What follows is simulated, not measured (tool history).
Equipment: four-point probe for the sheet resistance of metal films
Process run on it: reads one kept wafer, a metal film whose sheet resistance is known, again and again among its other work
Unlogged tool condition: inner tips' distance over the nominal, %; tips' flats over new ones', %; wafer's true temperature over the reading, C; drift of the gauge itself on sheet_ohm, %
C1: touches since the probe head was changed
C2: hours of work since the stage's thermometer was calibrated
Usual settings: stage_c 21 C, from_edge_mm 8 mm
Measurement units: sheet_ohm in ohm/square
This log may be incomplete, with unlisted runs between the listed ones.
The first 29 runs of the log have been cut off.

run 30 hour=1119.4 | stage_c=31 from_edge_mm=8 | C1=84637 C2=1504 | sheet_ohm=0.516558
run 31 hour=1162.9 | stage_c=21 from_edge_mm=7 | C1=86173 C2=1523 | sheet_ohm=0.515661
run 32 hour=1191.0 | stage_c=19 from_edge_mm=9 | C1=87166 C2=1535 | sheet_ohm=0.514359
run 33 hour=1240.4 | stage_c=27 from_edge_mm=3 | C1=88909 C2=1555 | sheet_ohm=0.526264
run 34 hour=1279.6 | stage_c=24 from_edge_mm=18 | C1=90296 C2=1572 | sheet_ohm=0.514210
run 35 hour=1321.4 | stage_c=29 from_edge_mm=62 | C1=91772 C2=1590 | sheet_ohm=0.514565
run 36 hour=1352.1 | stage_c=21 from_edge_mm=68 | C1=92854 C2=1603 | sheet_ohm=0.513246
run 37 hour=1394.0 | stage_c=20 from_edge_mm=57 | C1=94335 C2=1620 | sheet_ohm=0.513127
run 38 hour=1434.9 | stage_c=24 from_edge_mm=57 | C1=95782 C2=1638 | sheet_ohm=0.514074

Run 39 comes next. What will it give?
run 39 hour=1469.4 | stage_c=24 from_edge_mm=57 | C1=97000 C2=1652 | sheet_ohm=?

{"run 39": {"sheet_ohm": 0.513631}}
The same run, on a tool lacking any hidden state, would have yielded sheet_ohm 0.513608 ohm/square.
